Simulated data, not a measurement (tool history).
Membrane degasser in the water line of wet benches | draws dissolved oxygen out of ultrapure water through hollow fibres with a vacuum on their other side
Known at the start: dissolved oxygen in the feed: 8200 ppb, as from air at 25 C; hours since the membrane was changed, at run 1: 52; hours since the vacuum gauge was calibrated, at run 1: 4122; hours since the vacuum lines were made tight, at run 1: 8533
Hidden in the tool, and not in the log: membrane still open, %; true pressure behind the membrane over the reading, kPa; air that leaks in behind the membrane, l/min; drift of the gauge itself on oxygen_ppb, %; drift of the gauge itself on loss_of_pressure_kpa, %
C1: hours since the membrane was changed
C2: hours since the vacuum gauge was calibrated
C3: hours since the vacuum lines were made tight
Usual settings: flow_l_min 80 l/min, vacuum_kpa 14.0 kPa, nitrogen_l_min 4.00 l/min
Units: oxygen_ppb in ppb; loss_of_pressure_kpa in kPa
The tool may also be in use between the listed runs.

{"run": 1, "day": 0.0, "flow_l_min": 80, "vacuum_kpa": 14.0, "nitrogen_l_min": 4.0, "C1": 52, "C2": 4122, "C3": 8533, "oxygen_ppb": 524.7, "loss_of_pressure_kpa": 27.59}
{"run": 2, "day": 3.775, "flow_l_min": 80, "vacuum_kpa": 11.4, "nitrogen_l_min": 4.0, "C1": 142, "C2": 4213, "C3": 8624, "oxygen_ppb": 422.4, "loss_of_pressure_kpa": 27.9}
{"run": 3, "day": 7.296, "flow_l_min": 80, "vacuum_kpa": 11.4, "nitrogen_l_min": 4.0, "C1": 227, "C2": 4297, "C3": 8708, "oxygen_ppb": 427.2, "loss_of_pressure_kpa": 27.94}
{"run": 4, "day": 8.912, "flow_l_min": 80, "vacuum_kpa": 11.4, "nitrogen_l_min": 4.0, "C1": 266, "C2": 4336, "C3": 8747, "oxygen_ppb": 418.5, "loss_of_pressure_kpa": 28.02}
{"run": 5, "day": 12.192, "flow_l_min": 80, "vacuum_kpa": 11.4, "nitrogen_l_min": 4.0, "C1": 344, "C2": 4415, "C3": 8826, "oxygen_ppb": 422.0, "loss_of_pressure_kpa": 27.53}
{"run": 6, "day": 15.383, "flow_l_min": 53, "vacuum_kpa": 11.4, "nitrogen_l_min": 4.0, "C1": 421, "C2": 4491, "C3": 8902, "oxygen_ppb": 270.7, "loss_of_pressure_kpa": 18.35}
{"run": 7, "day": 18.825, "flow_l_min": 53, "vacuum_kpa": 11.4, "nitrogen_l_min": 4.0, "C1": 503, "C2": 4574, "C3": 8985, "oxygen_ppb": 272.1, "loss_of_pressure_kpa": 18.25}
{"day": 19.038, "done": "vacuum gauge calibrated"}
{"run": 8, "day": 22.4, "flow_l_min": 53, "vacuum_kpa": 11.4, "nitrogen_l_min": 4.0, "C1": 589, "C2": 81, "C3": 9070, "oxygen_ppb": 276.9, "loss_of_pressure_kpa": 18.45}
{"run": 9, "day": 26.229, "flow_l_min": 53, "vacuum_kpa": 11.4, "nitrogen_l_min": 4.0, "C1": 681, "C2": 173, "C3": 9162, "oxygen_ppb": 272.7, "loss_of_pressure_kpa": 18.41}
{"run": 10, "day": 29.008, "flow_l_min": 73, "vacuum_kpa": 8.6, "nitrogen_l_min": 4.0, "C1": 747, "C2": 239, "C3": 9229, "oxygen_ppb": 285.0, "loss_of_pressure_kpa": 25.32}
{"run": 11, "day": 32.896, "flow_l_min": 73, "vacuum_kpa": 8.6, "nitrogen_l_min": 4.0, "C1": 841, "C2": 333, "C3": 9322, "oxygen_ppb": 280.9, "loss_of_pressure_kpa": 25.61}
{"run": 12, "day": 34.646, "flow_l_min": 76, "vacuum_kpa": 13.8, "nitrogen_l_min": 9.18, "C1": 883, "C2": 375, "C3": 9364, "oxygen_ppb": 274.0, "loss_of_pressure_kpa": 26.66}
{"run": 13, "day": 36.346, "flow_l_min": 76, "vacuum_kpa": 13.8, "nitrogen_l_min": 9.18, "C1": 924, "C2": 415, "C3": 9405, "oxygen_ppb": 273.2, "loss_of_pressure_kpa": 26.6}
{"run": 14, "day": 38.883, "flow_l_min": 80, "vacuum_kpa": 19.7, "nitrogen_l_min": 2.87, "C1": 984, "C2": 476, "C3": 9466, "oxygen_ppb": 943.6, "loss_of_pressure_kpa": 28.27}
{"day": 41.842, "done": "vacuum gauge calibrated, once more"}
{"run": 15, "day": 42.217, "flow_l_min": 58, "vacuum_kpa": 19.7, "nitrogen_l_min": 11.72, "C1": 1064, "C2": 9, "C3": 9545, "oxygen_ppb": 227.7, "loss_of_pressure_kpa": 20.22}
{"run": 16, "day": 43.933, "flow_l_min": 58, "vacuum_kpa": 26.5, "nitrogen_l_min": 3.89, "C1": 1105, "C2": 50, "C3": 9587, "oxygen_ppb": 762.4, "loss_of_pressure_kpa": 20.09}
{"run": 17, "day": 46.229, "flow_l_min": 80, "vacuum_kpa": 14.3, "nitrogen_l_min": 2.26, "C1": 1160, "C2": 105, "C3": 9642, "oxygen_ppb": 822.0, "loss_of_pressure_kpa": 27.81}

Forecast each of these 5 alternatives for the next run:
{"run": "A", "day": 49.612, "flow_l_min": 87, "vacuum_kpa": 14.3, "nitrogen_l_min": 2.26, "C1": 1241, "C2": 186, "C3": 9723, "oxygen_ppb": "?", "loss_of_pressure_kpa": "?"}
{"run": "B", "day": 49.612, "flow_l_min": 80, "vacuum_kpa": 14.0, "nitrogen_l_min": 10.07, "C1": 1241, "C2": 186, "C3": 9723, "oxygen_ppb": "?", "loss_of_pressure_kpa": "?"}
{"run": "C", "day": 49.612, "flow_l_min": 80, "vacuum_kpa": 10.8, "nitrogen_l_min": 2.26, "C1": 1241, "C2": 186, "C3": 9723, "oxygen_ppb": "?", "loss_of_pressure_kpa": "?"}
{"run": "D", "day": 49.612, "flow_l_min": 111, "vacuum_kpa": 27.2, "nitrogen_l_min": 6.72, "C1": 1241, "C2": 186, "C3": 9723, "oxygen_ppb": "?", "loss_of_pressure_kpa": "?"}
{"run": "E", "day": 49.612, "flow_l_min": 80, "vacuum_kpa": 14.3, "nitrogen_l_min": 1.76, "C1": 1241, "C2": 186, "C3": 9723, "oxygen_ppb": "?", "loss_of_pressure_kpa": "?"}

run=A oxygen_ppb=869.6 loss_of_pressure_kpa=30.32
run=B oxygen_ppb=277.0 loss_of_pressure_kpa=27.90
run=C oxygen_ppb=588.3 loss_of_pressure_kpa=28.02
run=D oxygen_ppb=949.8 loss_of_pressure_kpa=39.02
run=E oxygen_ppb=956.8 loss_of_pressure_kpa=27.79
Without the tool's hidden state the same runs would have given:
run=A oxygen_ppb=865.1 loss_of_pressure_kpa=30.12
run=B oxygen_ppb=272.5 loss_of_pressure_kpa=27.71
run=C oxygen_ppb=584.2 loss_of_pressure_kpa=27.83
run=D oxygen_ppb=941.6 loss_of_pressure_kpa=38.76
run=E oxygen_ppb=953.5 loss_of_pressure_kpa=27.60
